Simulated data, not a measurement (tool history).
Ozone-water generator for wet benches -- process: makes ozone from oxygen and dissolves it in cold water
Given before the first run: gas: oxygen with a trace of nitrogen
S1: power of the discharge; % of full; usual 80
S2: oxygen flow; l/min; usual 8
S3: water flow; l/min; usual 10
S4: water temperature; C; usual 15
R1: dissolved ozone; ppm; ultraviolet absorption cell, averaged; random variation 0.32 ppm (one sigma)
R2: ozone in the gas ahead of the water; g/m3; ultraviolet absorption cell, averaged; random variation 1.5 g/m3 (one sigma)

{"run": 1, "hour": 0.0, "S1": 80, "S2": 8, "S3": 10, "S4": 15, "R1": 45.1, "R2": 267.3}
{"run": 2, "hour": 54.0, "S1": 80, "S2": 8, "S3": 10, "S4": 15, "R1": 45.1, "R2": 266.1}
{"run": 3, "hour": 143.5, "S1": 80, "S2": 8, "S3": 10, "S4": 10, "R1": 49.9, "R2": 265}
{"run": 4, "hour": 196.8, "S1": 80, "S2": 8, "S3": 10, "S4": 19, "R1": 40.7, "R2": 263.4}
{"run": 5, "hour": 296.0, "S1": 80, "S2": 8, "S3": 10, "S4": 19, "R1": 40, "R2": 265.9}
{"run": 6, "hour": 348.9, "S1": 80, "S2": 8, "S3": 10, "S4": 19, "R1": 40.3, "R2": 261.4}
{"run": 7, "hour": 414.3, "S1": 80, "S2": 8, "S3": 10, "S4": 11, "R1": 48, "R2": 264}
{"run": 8, "hour": 471.9, "S1": 80, "S2": 8, "S3": 10, "S4": 11, "R1": 48.2, "R2": 263.7}
{"run": 9, "hour": 552.0, "S1": 80, "S2": 8, "S3": 10, "S4": 11, "R1": 47.2, "R2": 261.2}
{"run": 10, "hour": 646.5, "S1": 80, "S2": 8, "S3": 10, "S4": 11, "R1": 47.6, "R2": 257.5}
{"run": 11, "hour": 702.5, "S1": 80, "S2": 8, "S3": 10, "S4": 11, "R1": 47.8, "R2": 258.9}
{"run": 12, "hour": 813.0, "S1": 80, "S2": 8, "S3": 10, "S4": 15, "R1": 43.2, "R2": 258.9}
{"run": 13, "hour": 920.4, "S1": 80, "S2": 8, "S3": 10, "S4": 15, "R1": 42.9, "R2": 259.8}
{"run": 14, "hour": 1011.5, "S1": 80, "S2": 8, "S3": 10, "S4": 15, "R1": 43.2, "R2": 258.3}
{"run": 15, "hour": 1093.6, "S1": 80, "S2": 8, "S3": 10, "S4": 15, "R1": 42.9, "R2": 255}
{"run": 16, "hour": 1170.3, "S1": 80, "S2": 4.85, "S3": 10, "S4": 15, "R1": 42.8, "R2": 308.7}
{"run": 17, "hour": 1265.3, "S1": 69, "S2": 8, "S3": 10, "S4": 15, "R1": 39.7, "R2": 237.2}
{"run": 18, "hour": 1358.0, "S1": 63, "S2": 8, "S3": 11, "S4": 15, "R1": 36, "R2": 227}
{"run": 19, "hour": 1466.7, "S1": 63, "S2": 8, "S3": 11, "S4": 15, "R1": 35.6, "R2": 228.2}
{"run": 20, "hour": 1540.0, "S1": 70, "S2": 6.56, "S3": 11, "S4": 10, "R1": 41.6, "R2": 252.9}
{"run": 21, "hour": 1602.1, "S1": 70, "S2": 6.56, "S3": 10, "S4": 13, "R1": 41.4, "R2": 255.7}
{"run": 22, "hour": 1687.8, "S1": 80, "S2": 8, "S3": 15, "S4": 8, "R1": 37.6, "R2": 251.3}
{"run": 23, "hour": 1804.9, "S1": 80, "S2": 8, "S3": 10, "S4": 20, "R1": 37.4, "R2": 251}
{"run": 24, "hour": 1910.8, "S1": 80, "S2": 8, "S3": 10, "S4": 20, "R1": 37.6, "R2": 249.3}
{"run": 25, "hour": 2026.5, "S1": 44, "S2": 13.1, "S3": 10, "S4": 15, "R1": 30, "R2": 159.4}
{"run": 26, "hour": 2149.7, "S1": 65, "S2": 13.1, "S3": 8, "S4": 15, "R1": 39.2, "R2": 189.3}
{"run": 27, "hour": 2212.3, "S1": 52, "S2": 13.1, "S3": 13, "S4": 15, "R1": 28.2, "R2": 169.5}
{"hour": 2236.2, "done": "water thermometer calibrated"}
{"run": 28, "hour": 2316.2, "S1": 52, "S2": 13.1, "S3": 13, "S4": 15, "R1": 28.3, "R2": 171}
{"run": 29, "hour": 2438.2, "S1": 52, "S2": 13.1, "S3": 13, "S4": 15, "R1": 28.2, "R2": 169.9}
{"run": 30, "hour": 2541.4, "S1": 44, "S2": 6.15, "S3": 8, "S4": 18, "R1": 33.1, "R2": 205.1}
{"run": 31, "hour": 2649.1, "S1": 44, "S2": 6.15, "S3": 8, "S4": 18, "R1": 33.1, "R2": 206}
{"run": 32, "hour": 2723.8, "S1": 80, "S2": 7.95, "S3": 12, "S4": 12, "R1": 38.6, "R2": 243.2}

4 ways to go on from here, each from the tool as it stands after run 32. What would each give?
{"run": "A", "hour": 2786.8, "S1": 80, "S2": 7.99, "S3": 12, "S4": 8, "R1": "?", "R2": "?"}
{"run": "B", "hour": 2786.8, "S1": 88, "S2": 7.95, "S3": 12, "S4": 12, "R1": "?", "R2": "?"}
{"run": "C", "hour": 2786.8, "S1": 80, "S2": 13.13, "S3": 12, "S4": 12, "R1": "?", "R2": "?"}
{"run": "D", "hour": 2786.8, "S1": 95, "S2": 8, "S3": 10, "S4": 22, "R1": "?", "R2": "?"}

run=A R1=42 R2=242.9
run=B R1=40.3 R2=255.5
run=C R1=37.5 R2=203
run=D R1=37.3 R2=263.9
Stripped of hidden state, with their random variation kept, the same runs would have yielded:
run=A R1=52 R2=291.9
run=B R1=50.4 R2=309.1
run=C R1=46.5 R2=244
run=D R1=46.9 R2=321.8
